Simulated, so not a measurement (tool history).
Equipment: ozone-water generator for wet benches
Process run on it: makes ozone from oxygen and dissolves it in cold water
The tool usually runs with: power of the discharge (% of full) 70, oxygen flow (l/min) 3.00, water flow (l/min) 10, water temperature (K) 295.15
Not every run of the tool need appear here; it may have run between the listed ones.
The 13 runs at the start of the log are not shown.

run,hour,power of the discharge (% of full),oxygen flow (l/min),water flow (l/min),water temperature (K),hours of work since the electrodes were changed,hours of work since the contactor was cleaned,hours of work since the thermometer was calibrated,dissolved ozone (ppm),ozone in the gas ahead of the water (g/m3)
14,1336.0,52,3.00,10,294.15,1864,5180,153,11.8,142.5
15,1459.6,52,3.00,10,294.15,1947,5263,237,11.9,142.7
16,1586.6,52,3.00,10,294.15,2033,5349,322,11.8,142.2
17,1649.5,52,3.00,10,294.15,2076,5391,365,11.8,140.6
18,1773.9,52,3.00,10,294.15,2159,5475,449,11.9,141.7
# hour 1850.3: contactor cleaned
19,1864.9,52,3.00,10,294.15,2218,10,507,12.2,141.2
20,1951.8,56,2.99,6,294.15,2277,68,566,18.3,147.9
21,2072.6,41,2.29,15,295.15,2358,150,647,7.1,136.2
22,2135.2,41,2.29,15,295.15,2400,192,690,7.0,135.0
23,2255.6,80,2.00,8,298.15,2482,273,771,17.0,211.0
24,2346.8,55,4.80,6,288.15,2543,335,832,19.7,119.0
25,2422.2,55,4.80,6,288.15,2594,386,883,19.5,117.9
26,2524.7,49,3.78,10,295.15,2663,455,952,11.6,121.8
27,2601.8,54,3.17,9,295.15,2715,507,1004,13.0,139.6
28,2724.8,70,1.60,10,295.15,2798,590,1087,12.7,213.4
29,2804.2,62,3.75,7,290.15,2851,643,1141,18.7,139.0
30,2896.9,46,3.95,10,291.15,2914,706,1203,12.2,114.4
31,2952.5,70,4.65,12,295.15,2951,743,1241,12.5,137.3
32,3086.7,48,3.31,10,293.15,3042,834,1331,11.4,124.5

Predict each of these 5 candidate next runs independently; none follows another, all start after run 32:
A,3168.5,70,3.00,10,292.15,3097,889,1386,?,?
B,3168.5,41,3.96,15,293.15,3097,889,1386,?,?
C,3168.5,70,3.04,10,295.15,3097,889,1386,?,?
D,3168.5,41,3.00,10,295.15,3097,889,1386,?,?
E,3168.5,56,3.00,10,295.15,3097,889,1386,?,?

run,dissolved ozone (ppm),ozone in the gas ahead of the water (g/m3)
A,14.5,160.8
B,7.9,107.5
C,14.2,162.7
D,10.3,118.6
E,12.2,142.9
Take away the tool's hidden state, keep each run's random variation, and the runs would have read:
run,dissolved ozone (ppm),ozone in the gas ahead of the water (g/m3)
A,16.6,182.7
B,8.6,116.9
C,16.2,184.8
D,11.3,129.2
E,13.7,159.3

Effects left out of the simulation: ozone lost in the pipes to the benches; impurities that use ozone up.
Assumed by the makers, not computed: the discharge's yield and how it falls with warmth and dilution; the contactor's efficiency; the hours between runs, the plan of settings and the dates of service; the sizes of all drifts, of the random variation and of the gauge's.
